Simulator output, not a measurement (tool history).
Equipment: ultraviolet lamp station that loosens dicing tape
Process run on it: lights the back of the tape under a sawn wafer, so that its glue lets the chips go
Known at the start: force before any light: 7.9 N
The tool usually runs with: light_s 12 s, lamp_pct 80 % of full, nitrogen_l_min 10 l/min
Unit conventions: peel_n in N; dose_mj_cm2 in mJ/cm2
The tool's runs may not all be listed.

{"run": 1, "hour": 0.0, "light_s": 12, "lamp_pct": 80, "nitrogen_l_min": 10, "peel_n": 1.315, "dose_mj_cm2": 455}
{"hour": 4.9, "done": "window cleaned of glue's vapour"}
{"run": 2, "hour": 27.9, "light_s": 12, "lamp_pct": 80, "nitrogen_l_min": 10, "peel_n": 0.944, "dose_mj_cm2": 544}
{"run": 3, "hour": 51.1, "light_s": 12, "lamp_pct": 80, "nitrogen_l_min": 10, "peel_n": 0.944, "dose_mj_cm2": 541}
{"run": 4, "hour": 74.5, "light_s": 12, "lamp_pct": 80, "nitrogen_l_min": 10, "peel_n": 1.015, "dose_mj_cm2": 548}
{"run": 5, "hour": 86.5, "light_s": 12, "lamp_pct": 80, "nitrogen_l_min": 10, "peel_n": 0.958, "dose_mj_cm2": 540}
{"run": 6, "hour": 110.0, "light_s": 12, "lamp_pct": 61, "nitrogen_l_min": 10, "peel_n": 1.489, "dose_mj_cm2": 413}
{"run": 7, "hour": 136.0, "light_s": 12, "lamp_pct": 61, "nitrogen_l_min": 10, "peel_n": 1.555, "dose_mj_cm2": 410}
{"run": 8, "hour": 151.8, "light_s": 12, "lamp_pct": 76, "nitrogen_l_min": 10, "peel_n": 1.103, "dose_mj_cm2": 514}
{"run": 9, "hour": 169.5, "light_s": 7, "lamp_pct": 80, "nitrogen_l_min": 10, "peel_n": 2.222, "dose_mj_cm2": 314}
{"run": 10, "hour": 197.9, "light_s": 12, "lamp_pct": 60, "nitrogen_l_min": 10, "peel_n": 1.547, "dose_mj_cm2": 401}
{"run": 11, "hour": 212.6, "light_s": 17, "lamp_pct": 60, "nitrogen_l_min": 10, "peel_n": 0.918, "dose_mj_cm2": 566}
{"run": 12, "hour": 240.7, "light_s": 17, "lamp_pct": 60, "nitrogen_l_min": 10, "peel_n": 0.872, "dose_mj_cm2": 566}
{"run": 13, "hour": 258.7, "light_s": 17, "lamp_pct": 60, "nitrogen_l_min": 10, "peel_n": 0.918, "dose_mj_cm2": 562}
{"run": 14, "hour": 275.2, "light_s": 17, "lamp_pct": 60, "nitrogen_l_min": 10, "peel_n": 0.92, "dose_mj_cm2": 564}
{"run": 15, "hour": 299.9, "light_s": 14, "lamp_pct": 80, "nitrogen_l_min": 10, "peel_n": 0.774, "dose_mj_cm2": 613}
{"run": 16, "hour": 320.2, "light_s": 9, "lamp_pct": 80, "nitrogen_l_min": 10, "peel_n": 1.642, "dose_mj_cm2": 395}
{"run": 17, "hour": 343.7, "light_s": 12, "lamp_pct": 80, "nitrogen_l_min": 10, "peel_n": 1.068, "dose_mj_cm2": 517}
{"run": 18, "hour": 368.9, "light_s": 12, "lamp_pct": 80, "nitrogen_l_min": 11, "peel_n": 0.998, "dose_mj_cm2": 514}
{"run": 19, "hour": 382.3, "light_s": 16, "lamp_pct": 80, "nitrogen_l_min": 11, "peel_n": 0.593, "dose_mj_cm2": 691}
{"run": 20, "hour": 400.4, "light_s": 16, "lamp_pct": 80, "nitrogen_l_min": 11, "peel_n": 0.597, "dose_mj_cm2": 693}
{"run": 21, "hour": 419.6, "light_s": 16, "lamp_pct": 80, "nitrogen_l_min": 11, "peel_n": 0.603, "dose_mj_cm2": 685}
{"run": 22, "hour": 434.0, "light_s": 16, "lamp_pct": 80, "nitrogen_l_min": 11, "peel_n": 0.6, "dose_mj_cm2": 679}
{"run": 23, "hour": 455.0, "light_s": 16, "lamp_pct": 80, "nitrogen_l_min": 11, "peel_n": 0.604, "dose_mj_cm2": 680}
{"run": 24, "hour": 470.7, "light_s": 9, "lamp_pct": 99, "nitrogen_l_min": 11, "peel_n": 1.167, "dose_mj_cm2": 470}
{"run": 25, "hour": 489.4, "light_s": 16, "lamp_pct": 90, "nitrogen_l_min": 11, "peel_n": 0.507, "dose_mj_cm2": 758}
{"run": 26, "hour": 507.1, "light_s": 12, "lamp_pct": 80, "nitrogen_l_min": 8, "peel_n": 1.215, "dose_mj_cm2": 506}
{"run": 27, "hour": 524.9, "light_s": 14, "lamp_pct": 67, "nitrogen_l_min": 8, "peel_n": 1.214, "dose_mj_cm2": 489}
{"run": 28, "hour": 544.5, "light_s": 16, "lamp_pct": 67, "nitrogen_l_min": 8, "peel_n": 1.0, "dose_mj_cm2": 559}
{"run": 29, "hour": 558.3, "light_s": 16, "lamp_pct": 67, "nitrogen_l_min": 8, "peel_n": 1.009, "dose_mj_cm2": 561}
{"run": 30, "hour": 582.6, "light_s": 16, "lamp_pct": 91, "nitrogen_l_min": 7, "peel_n": 0.601, "dose_mj_cm2": 757}
{"run": 31, "hour": 594.9, "light_s": 16, "lamp_pct": 91, "nitrogen_l_min": 7, "peel_n": 0.603, "dose_mj_cm2": 749}
{"run": 32, "hour": 610.3, "light_s": 13, "lamp_pct": 79, "nitrogen_l_min": 10, "peel_n": 1.037, "dose_mj_cm2": 533}
{"run": 33, "hour": 622.0, "light_s": 12, "lamp_pct": 80, "nitrogen_l_min": 10, "peel_n": 1.135, "dose_mj_cm2": 502}
{"run": 34, "hour": 634.7, "light_s": 10, "lamp_pct": 91, "nitrogen_l_min": 3, "peel_n": 1.907, "dose_mj_cm2": 467}
{"run": 35, "hour": 648.1, "light_s": 10, "lamp_pct": 91, "nitrogen_l_min": 3, "peel_n": 1.998, "dose_mj_cm2": 465}
{"run": 36, "hour": 671.4, "light_s": 12, "lamp_pct": 70, "nitrogen_l_min": 9, "peel_n": 1.498, "dose_mj_cm2": 430}
{"run": 37, "hour": 689.9, "light_s": 12, "lamp_pct": 71, "nitrogen_l_min": 4, "peel_n": 1.965, "dose_mj_cm2": 428}
{"run": 38, "hour": 715.3, "light_s": 8, "lamp_pct": 94, "nitrogen_l_min": 14, "peel_n": 1.564, "dose_mj_cm2": 381}
{"run": 39, "hour": 735.7, "light_s": 8, "lamp_pct": 80, "nitrogen_l_min": 20, "peel_n": 1.721, "dose_mj_cm2": 321}
{"run": 40, "hour": 759.2, "light_s": 8, "lamp_pct": 80, "nitrogen_l_min": 9, "peel_n": 2.207, "dose_mj_cm2": 323}
{"run": 41, "hour": 779.2, "light_s": 12, "lamp_pct": 65, "nitrogen_l_min": 10, "peel_n": 1.624, "dose_mj_cm2": 387}
{"run": 42, "hour": 799.8, "light_s": 12, "lamp_pct": 65, "nitrogen_l_min": 10, "peel_n": 1.675, "dose_mj_cm2": 387}
{"run": 43, "hour": 825.1, "light_s": 9, "lamp_pct": 67, "nitrogen_l_min": 11, "peel_n": 2.298, "dose_mj_cm2": 302}

Below are 4 alternative next runs, each starting from the tool's condition after run 43. Predict each:
{"run": "A", "hour": 848.2, "light_s": 18, "lamp_pct": 80, "nitrogen_l_min": 8, "peel_n": "?", "dose_mj_cm2": "?"}
{"run": "B", "hour": 848.2, "light_s": 13, "lamp_pct": 98, "nitrogen_l_min": 9, "peel_n": "?", "dose_mj_cm2": "?"}
{"run": "C", "hour": 848.2, "light_s": 12, "lamp_pct": 80, "nitrogen_l_min": 14, "peel_n": "?", "dose_mj_cm2": "?"}
{"run": "D", "hour": 848.2, "light_s": 10, "lamp_pct": 83, "nitrogen_l_min": 14, "peel_n": "?", "dose_mj_cm2": "?"}

run=A peel_n=0.653 dose_mj_cm2=706
run=B peel_n=0.756 dose_mj_cm2=630
run=C peel_n=1.096 dose_mj_cm2=473
run=D peel_n=1.348 dose_mj_cm2=412
With the hidden condition removed and each run's random variation left untouched, the same runs would have given:
run=A peel_n=0.462 dose_mj_cm2=854
run=B peel_n=0.531 dose_mj_cm2=761
run=C peel_n=0.783 dose_mj_cm2=572
run=D peel_n=0.981 dose_mj_cm2=498
